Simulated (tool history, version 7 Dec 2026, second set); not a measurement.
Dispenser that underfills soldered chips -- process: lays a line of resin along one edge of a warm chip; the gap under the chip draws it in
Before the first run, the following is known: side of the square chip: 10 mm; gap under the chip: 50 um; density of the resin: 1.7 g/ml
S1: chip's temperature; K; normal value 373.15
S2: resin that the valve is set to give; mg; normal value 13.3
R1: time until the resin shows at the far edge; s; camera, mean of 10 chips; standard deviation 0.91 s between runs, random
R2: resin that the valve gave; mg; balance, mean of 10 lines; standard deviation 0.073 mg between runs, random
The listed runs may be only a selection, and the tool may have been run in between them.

run	day	S1	S2	R1	R2
1	0.000	373.15	13.3	166.4	12.46
# day 0.229: new syringe of resin
2	0.471	373.15	13.3	119.2	12.39
# day 0.979: new syringe of resin
3	0.988	373.15	13.3	91.2	12.33
4	1.421	373.15	13.2	157.1	12.18
# day 1.729: new syringe of resin
5	1.979	373.15	13.2	127.5	12.06
# day 2.467: new syringe of resin
6	2.475	373.15	13.3	90.9	12.11
7	2.921	373.15	13.3	159.7	12.05
# day 3.221: new syringe of resin
8	3.358	373.15	13.3	109.3	11.87
9	3.850	373.15	13.3	197.5	11.79
# day 3.950: new syringe of resin
10	4.154	373.15	13.8	117.5	12.26
11	4.533	373.15	13.3	186.9	11.70
# day 4.688: new syringe of resin
12	4.829	373.15	13.3	110.7	11.66
13	5.292	373.15	13.3	192.1	11.60
# day 5.362: dispensing valve cleaned and set on the balance
# day 5.471: new syringe of resin
14	5.746	373.15	13.3	123.8	13.26
15	5.996	373.15	13.3	164.3	13.23
# day 6.221: new syringe of resin
16	6.421	373.15	13.3	115.4	13.22
17	6.775	373.15	13.3	172.4	13.05
# day 6.950: new syringe of resin
18	7.196	377.15	13.3	109.6	12.97
19	7.592	387.15	16.5	127.7	15.99
# day 7.696: new syringe of resin
20	7.842	379.15	11.5	93.4	11.14
21	8.329	379.15	11.5	167.3	11.00
# day 8.450: new syringe of resin
22	8.767	379.15	11.5	113.9	11.09
23	9.046	379.15	11.5	158.6	11.00
# day 9.200: new syringe of resin
24	9.300	379.15	11.5	87.9	10.84

Estimate the outcome of run 25 from the log above:
25	9.792	372.15	11.4	?	?

Run 25 produced R1 196.5 s, R2 10.76 mg.
On a tool with no hidden condition, and with the same random variation, this run would have come out at R1 90.0 s, R2 11.45 mg.
